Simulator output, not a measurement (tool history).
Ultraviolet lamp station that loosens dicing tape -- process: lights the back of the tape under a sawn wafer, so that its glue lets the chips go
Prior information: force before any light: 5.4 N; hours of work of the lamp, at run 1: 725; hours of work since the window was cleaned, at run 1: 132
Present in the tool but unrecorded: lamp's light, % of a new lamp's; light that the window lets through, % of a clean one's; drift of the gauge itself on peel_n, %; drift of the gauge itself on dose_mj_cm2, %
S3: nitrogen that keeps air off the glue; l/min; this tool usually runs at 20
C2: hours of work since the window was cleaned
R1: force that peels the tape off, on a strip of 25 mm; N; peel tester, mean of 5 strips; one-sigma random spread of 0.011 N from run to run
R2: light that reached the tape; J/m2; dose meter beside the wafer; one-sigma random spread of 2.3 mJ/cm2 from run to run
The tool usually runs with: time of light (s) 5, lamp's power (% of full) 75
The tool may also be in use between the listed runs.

Run 1, day 0: usual settings; hours of work of the lamp 725; C2 132. Result: R1 0.85 N, R2 1610 J/m2.
Run 2, day 1.112: usual settings; hours of work of the lamp 740; C2 147. Result: R1 0.863 N, R2 1570 J/m2.
Run 3, day 2.35: usual settings; hours of work of the lamp 756; C2 163. Result: R1 0.881 N, R2 1560 J/m2.
Run 4, day 3.829: usual settings; hours of work of the lamp 775; C2 183. Result: R1 0.888 N, R2 1580 J/m2.
Run 5, day 5.433: usual settings; hours of work of the lamp 796; C2 204. Result: R1 0.89 N, R2 1550 J/m2.
Run 6, day 6.246: usual settings; hours of work of the lamp 807; C2 215. Result: R1 0.906 N, R2 1500 J/m2.
Run 7, day 6.996: usual settings; hours of work of the lamp 817; C2 224. Result: R1 0.92 N, R2 1520 J/m2.
Run 8, day 8.517: usual settings; hours of work of the lamp 837; C2 244. Result: R1 0.927 N, R2 1520 J/m2.
Run 9, day 10.046: usual settings; hours of work of the lamp 857; C2 265. Result: R1 0.898 N, R2 1520 J/m2.
Run 10, day 11.117: usual settings; hours of work of the lamp 871; C2 279. Result: R1 0.967 N, R2 1510 J/m2.
Run 11, day 12.329: usual settings; hours of work of the lamp 887; C2 295. Result: R1 0.989 N, R2 1480 J/m2.
Run 12, day 13.612: usual settings; hours of work of the lamp 904; C2 312. Result: R1 0.982 N, R2 1430 J/m2.
Run 13, day 14.442: usual settings; hours of work of the lamp 915; C2 323. Result: R1 1.009 N, R2 1460 J/m2.
Run 14, day 15.296: usual settings; hours of work of the lamp 926; C2 334. Result: R1 0.985 N, R2 1450 J/m2.
Run 15, day 16.542: usual settings; hours of work of the lamp 943; C2 350. Result: R1 1.031 N, R2 1430 J/m2.
Run 16, day 17.858: usual settings; hours of work of the lamp 960; C2 368. Result: R1 1.045 N, R2 1400 J/m2.
Run 17, day 19.296: usual settings; hours of work of the lamp 979; C2 386. Result: R1 1.025 N, R2 1350 J/m2.
Run 18, day 20.212: usual settings; hours of work of the lamp 991; C2 399. Result: R1 1.074 N, R2 1380 J/m2.
Run 19, day 20.967: usual settings; hours of work of the lamp 1001; C2 408. Result: R1 1.053 N, R2 1400 J/m2.
Run 20, day 21.758: usual settings; hours of work of the lamp 1012; C2 419. Result: R1 1.08 N, R2 1410 J/m2.
Run 21, day 22.625: usual settings but time of light (s) 4, lamp's power (% of full) 63, S3 14 l/min; hours of work of the lamp 1023; C2 430. Result: R1 2.098 N, R2 900 J/m2.
Run 22, day 24.108: usual settings but time of light (s) 4, lamp's power (% of full) 63, S3 14 l/min; hours of work of the lamp 1043; C2 450. Result: R1 2.223 N, R2 920 J/m2.
Run 23, day 25.508: usual settings but time of light (s) 4, lamp's power (% of full) 63, S3 14 l/min; hours of work of the lamp 1061; C2 468. Result: R1 2.14 N, R2 920 J/m2.
Run 24, day 26.383: usual settings but time of light (s) 2, lamp's power (% of full) 89, S3 7 l/min; hours of work of the lamp 1073; C2 480. Result: R1 3.45 N, R2 630 J/m2.
Run 25, day 27.708: usual settings but time of light (s) 2, lamp's power (% of full) 89, S3 7 l/min; hours of work of the lamp 1090; C2 497. Result: R1 3.394 N, R2 620 J/m2.
Run 26, day 29.083: usual settings but time of light (s) 2, lamp's power (% of full) 70, S3 27 l/min; hours of work of the lamp 1108; C2 515. Result: R1 2.859 N, R2 520 J/m2.
Run 27, day 29.883: usual settings but time of light (s) 2, lamp's power (% of full) 70, S3 27 l/min; hours of work of the lamp 1119; C2 526. Result: R1 2.821 N, R2 490 J/m2.
Run 28, day 31.467: usual settings but time of light (s) 2, lamp's power (% of full) 70, S3 27 l/min; hours of work of the lamp 1139; C2 547. Result: R1 2.725 N, R2 440 J/m2.
Run 29, day 33.067: usual settings but time of light (s) 7, lamp's power (% of full) 70, S3 21 l/min; hours of work of the lamp 1161; C2 568. Result: R1 0.74 N, R2 1720 J/m2.
Run 30, day 34.688: usual settings but time of light (s) 7, lamp's power (% of full) 70, S3 21 l/min; hours of work of the lamp 1182; C2 589. Result: R1 0.77 N, R2 1630 J/m2.
Run 31, day 35.667: usual settings but time of light (s) 7, S3 12 l/min; hours of work of the lamp 1195; C2 602. Result: R1 1.069 N, R2 1740 J/m2.
At day 36.892: window cleaned of glue's vapour.
Run 32, day 37.154: usual settings but time of light (s) 7, S3 12 l/min; hours of work of the lamp 1214; C2 3. Result: R1 0.898 N, R2 1940 J/m2.
Run 33, day 38.496: usual settings but S3 24 l/min; hours of work of the lamp 1232; C2 21. Result: R1 0.962 N, R2 1340 J/m2.
Run 34, day 39.617: usual settings but S3 36 l/min; hours of work of the lamp 1247; C2 36. Result: R1 0.765 N, R2 1390 J/m2.
Run 35, day 41.138: usual settings but time of light (s) 3, lamp's power (% of full) 65, S3 14 l/min; hours of work of the lamp 1267; C2 56. Result: R1 2.694 N, R2 680 J/m2.
Run 36, day 42.058: usual settings but time of light (s) 3, lamp's power (% of full) 65, S3 14 l/min; hours of work of the lamp 1279; C2 68. Result: R1 2.748 N, R2 720 J/m2.
Run 37, day 42.892: usual settings but time of light (s) 3, lamp's power (% of full) 65, S3 14 l/min; hours of work of the lamp 1290; C2 79. Result: R1 2.748 N, R2 710 J/m2.
Run 38, day 43.683: usual settings but time of light (s) 3, lamp's power (% of full) 95; hours of work of the lamp 1300; C2 89. Result: R1 1.672 N, R2 1020 J/m2.
At day 43.95: lamp changed.
Run 39, day 44.533: usual settings but time of light (s) 8, lamp's power (% of full) 85, S3 31 l/min; hours of work of the lamp 8; C2 100. Result: R1 0.115 N, R2 3630 J/m2.
Run 40, day 45.25: usual settings but time of light (s) 7, lamp's power (% of full) 76, S3 11 l/min; hours of work of the lamp 17; C2 110. Result: R1 0.457 N, R2 2840 J/m2.

Here are 3 independent what-if runs from the current tool condition. What would each one return?
Run A, day 46.792: usual settings but time of light (s) 7, lamp's power (% of full) 79, S3 21 l/min; hours of work of the lamp 37; C2 130. Result: R1 ?, R2 ?.
Run B, day 46.792: usual settings but S3 11 l/min; hours of work of the lamp 37; C2 130. Result: R1 ?, R2 ?.
Run C, day 46.792: usual settings but time of light (s) 3, lamp's power (% of full) 99; hours of work of the lamp 37; C2 130. Result: R1 ?, R2 ?.

run     R1    R2
  A  0.221  2920
  B  0.891  2000
  C  0.895  1550
With no hidden state in the tool, these same runs would have given:
run     R1    R2
  A  0.201  3050
  B  0.828  2090
  C   0.83  1620
